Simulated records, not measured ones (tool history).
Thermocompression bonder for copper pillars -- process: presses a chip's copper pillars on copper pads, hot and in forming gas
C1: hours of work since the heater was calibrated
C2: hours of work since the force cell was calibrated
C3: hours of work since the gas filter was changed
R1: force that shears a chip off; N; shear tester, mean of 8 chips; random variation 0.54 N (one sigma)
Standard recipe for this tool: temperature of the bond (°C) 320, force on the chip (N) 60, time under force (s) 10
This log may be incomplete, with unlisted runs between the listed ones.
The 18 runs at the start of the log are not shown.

-- day=30.454 heater calibrated with a thermocouple chip, once more
run 19 day=31.575 | temperature_of_the_bond_(°C)=310 force_on_the_chip_(N)=60 time_under_force_(s)=10 | C1=19 C2=154 C3=445 | R1=73.5
run 20 day=33.121 | temperature_of_the_bond_(°C)=293 force_on_the_chip_(N)=45 time_under_force_(s)=10 | C1=44 C2=180 C3=471 | R1=49.7
-- day=34.217 forming gas filter changed
run 21 day=34.217 | temperature_of_the_bond_(°C)=300 force_on_the_chip_(N)=60 time_under_force_(s)=6 | C1=62 C2=198 C3=0 | R1=61
run 22 day=35.421 | temperature_of_the_bond_(°C)=300 force_on_the_chip_(N)=60 time_under_force_(s)=6 | C1=82 C2=218 C3=20 | R1=58.8
run 23 day=37.846 | temperature_of_the_bond_(°C)=327 force_on_the_chip_(N)=60 time_under_force_(s)=25 | C1=122 C2=258 C3=60 | R1=116.1
run 24 day=39.242 | temperature_of_the_bond_(°C)=349 force_on_the_chip_(N)=41 time_under_force_(s)=9 | C1=146 C2=281 C3=83 | R1=80.9
run 25 day=41.246 | temperature_of_the_bond_(°C)=349 force_on_the_chip_(N)=41 time_under_force_(s)=9 | C1=179 C2=315 C3=117 | R1=82.1
run 26 day=42.746 | temperature_of_the_bond_(°C)=349 force_on_the_chip_(N)=41 time_under_force_(s)=24 | C1=204 C2=340 C3=142 | R1=108.9
run 27 day=44.446 | temperature_of_the_bond_(°C)=291 force_on_the_chip_(N)=47 time_under_force_(s)=17 | C1=232 C2=368 C3=170 | R1=67
run 28 day=46.992 | temperature_of_the_bond_(°C)=291 force_on_the_chip_(N)=47 time_under_force_(s)=17 | C1=274 C2=410 C3=212 | R1=66.8
run 29 day=49.304 | temperature_of_the_bond_(°C)=320 force_on_the_chip_(N)=48 time_under_force_(s)=10 | C1=313 C2=449 C3=251 | R1=73
run 30 day=50.871 | temperature_of_the_bond_(°C)=297 force_on_the_chip_(N)=48 time_under_force_(s)=9 | C1=339 C2=475 C3=277 | R1=56.6
run 31 day=52.362 | temperature_of_the_bond_(°C)=303 force_on_the_chip_(N)=61 time_under_force_(s)=7 | C1=363 C2=499 C3=301 | R1=64.5
run 32 day=53.75 | temperature_of_the_bond_(°C)=335 force_on_the_chip_(N)=60 time_under_force_(s)=10 | C1=387 C2=522 C3=324 | R1=94.6
run 33 day=56.012 | temperature_of_the_bond_(°C)=320 force_on_the_chip_(N)=71 time_under_force_(s)=8 | C1=424 C2=560 C3=362 | R1=86.7
run 34 day=58.346 | temperature_of_the_bond_(°C)=320 force_on_the_chip_(N)=42 time_under_force_(s)=8 | C1=463 C2=599 C3=401 | R1=60.6
run 35 day=59.629 | temperature_of_the_bond_(°C)=320 force_on_the_chip_(N)=42 time_under_force_(s)=8 | C1=484 C2=620 C3=422 | R1=60.5

Each row is a separate what-if for the run after 35, all from the same tool condition, not one after another. Results?
run A day=61.246 | temperature_of_the_bond_(°C)=340 force_on_the_chip_(N)=43 time_under_force_(s)=16 | C1=511 C2=647 C3=449 | R1=?
run B day=61.246 | temperature_of_the_bond_(°C)=304 force_on_the_chip_(N)=53 time_under_force_(s)=16 | C1=511 C2=647 C3=449 | R1=?
run C day=61.246 | temperature_of_the_bond_(°C)=313 force_on_the_chip_(N)=59 time_under_force_(s)=6 | C1=511 C2=647 C3=449 | R1=?
run D day=61.246 | temperature_of_the_bond_(°C)=337 force_on_the_chip_(N)=60 time_under_force_(s)=10 | C1=511 C2=647 C3=449 | R1=?
run E day=61.246 | temperature_of_the_bond_(°C)=330 force_on_the_chip_(N)=42 time_under_force_(s)=9 | C1=511 C2=647 C3=449 | R1=?

run=A R1=91.6
run=B R1=78.2
run=C R1=66
run=D R1=93.9
run=E R1=69.2
Stripped of hidden state, with their random variation kept, the same runs would have yielded:
run=A R1=94
run=B R1=79.3
run=C R1=66.6
run=D R1=96.5
run=E R1=70.2
